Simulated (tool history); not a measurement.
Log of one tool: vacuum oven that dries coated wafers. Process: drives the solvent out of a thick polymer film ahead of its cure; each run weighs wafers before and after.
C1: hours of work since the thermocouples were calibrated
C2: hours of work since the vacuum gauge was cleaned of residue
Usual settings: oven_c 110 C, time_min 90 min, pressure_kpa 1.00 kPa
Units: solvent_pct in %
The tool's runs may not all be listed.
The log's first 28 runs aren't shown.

run 29 hour=388.7 | oven_c=123 time_min=100 pressure_kpa=3.50 | C1=1083 C2=242 | solvent_pct=1.94
run 30 hour=401.9 | oven_c=122 time_min=100 pressure_kpa=3.50 | C1=1091 C2=250 | solvent_pct=2.03
run 31 hour=416.6 | oven_c=122 time_min=100 pressure_kpa=3.50 | C1=1100 C2=259 | solvent_pct=2.04
run 32 hour=437.0 | oven_c=117 time_min=53 pressure_kpa=0.83 | C1=1112 C2=271 | solvent_pct=3.10
run 33 hour=454.3 | oven_c=120 time_min=73 pressure_kpa=0.92 | C1=1123 C2=282 | solvent_pct=1.77
run 34 hour=473.5 | oven_c=109 time_min=69 pressure_kpa=2.76 | C1=1134 C2=294 | solvent_pct=4.30
run 35 hour=492.7 | oven_c=110 time_min=130 pressure_kpa=2.00 | C1=1146 C2=305 | solvent_pct=2.09
run 36 hour=509.8 | oven_c=122 time_min=48 pressure_kpa=1.02 | C1=1156 C2=316 | solvent_pct=2.87
run 37 hour=524.3 | oven_c=122 time_min=46 pressure_kpa=1.03 | C1=1165 C2=325 | solvent_pct=2.94
run 38 hour=537.8 | oven_c=122 time_min=116 pressure_kpa=1.67 | C1=1173 C2=333 | solvent_pct=1.04
run 39 hour=548.4 | oven_c=100 time_min=64 pressure_kpa=3.69 | C1=1180 C2=339 | solvent_pct=6.64
run 40 hour=567.3 | oven_c=100 time_min=64 pressure_kpa=3.69 | C1=1191 C2=351 | solvent_pct=6.75
run 41 hour=585.7 | oven_c=108 time_min=113 pressure_kpa=1.00 | C1=1203 C2=362 | solvent_pct=2.08
run 42 hour=595.2 | oven_c=108 time_min=113 pressure_kpa=1.00 | C1=1208 C2=368 | solvent_pct=2.09
run 43 hour=613.3 | oven_c=125 time_min=152 pressure_kpa=2.44 | C1=1219 C2=379 | solvent_pct=1.13
run 44 hour=623.0 | oven_c=125 time_min=152 pressure_kpa=2.44 | C1=1225 C2=385 | solvent_pct=1.18
run 45 hour=641.3 | oven_c=125 time_min=152 pressure_kpa=2.44 | C1=1236 C2=396 | solvent_pct=1.03
run 46 hour=655.7 | oven_c=112 time_min=152 pressure_kpa=2.44 | C1=1245 C2=404 | solvent_pct=2.02

Forecast each of these 4 alternatives for the next run:
run A hour=666.2 | oven_c=119 time_min=52 pressure_kpa=2.88 | C1=1252 C2=411 | solvent_pct=?
run B hour=666.2 | oven_c=116 time_min=53 pressure_kpa=2.44 | C1=1252 C2=411 | solvent_pct=?
run C hour=666.2 | oven_c=104 time_min=46 pressure_kpa=2.44 | C1=1252 C2=411 | solvent_pct=?
run D hour=666.2 | oven_c=118 time_min=152 pressure_kpa=2.44 | C1=1252 C2=411 | solvent_pct=?

run=A solvent_pct=3.68
run=B solvent_pct=4.00
run=C solvent_pct=6.29
run=D solvent_pct=1.55
Without the tool's hidden state the same runs would have given:
run=A solvent_pct=3.28
run=B solvent_pct=3.58
run=C solvent_pct=5.85
run=D solvent_pct=1.32
